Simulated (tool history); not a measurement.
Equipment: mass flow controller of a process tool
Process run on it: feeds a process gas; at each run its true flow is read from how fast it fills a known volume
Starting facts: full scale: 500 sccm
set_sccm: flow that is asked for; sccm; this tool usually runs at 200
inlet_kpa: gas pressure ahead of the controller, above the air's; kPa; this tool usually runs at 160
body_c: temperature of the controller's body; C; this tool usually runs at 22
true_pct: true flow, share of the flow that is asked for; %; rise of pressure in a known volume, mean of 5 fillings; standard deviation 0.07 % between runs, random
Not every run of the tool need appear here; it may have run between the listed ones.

run,day,set_sccm,inlet_kpa,body_c,true_pct
1,0.000,200,160,22,99.10
2,17.317,200,160,22,99.25
3,31.950,200,160,22,99.17
# day 44.933: controller's zero set anew
4,50.429,200,160,22,101.41
5,60.050,200,160,22,101.45
6,72.200,200,160,24,101.35
7,93.454,200,160,24,101.30
8,114.617,158,160,22,101.24
9,126.271,158,160,22,101.26
10,138.792,158,160,22,101.25
11,147.975,158,160,22,101.27

What does the tool deliver on the next run?
12,164.854,158,160,22,?

{"run 12": {"true_pct": 101.27}}
With no hidden state in the tool, this same run would have given true_pct 99.32 %.

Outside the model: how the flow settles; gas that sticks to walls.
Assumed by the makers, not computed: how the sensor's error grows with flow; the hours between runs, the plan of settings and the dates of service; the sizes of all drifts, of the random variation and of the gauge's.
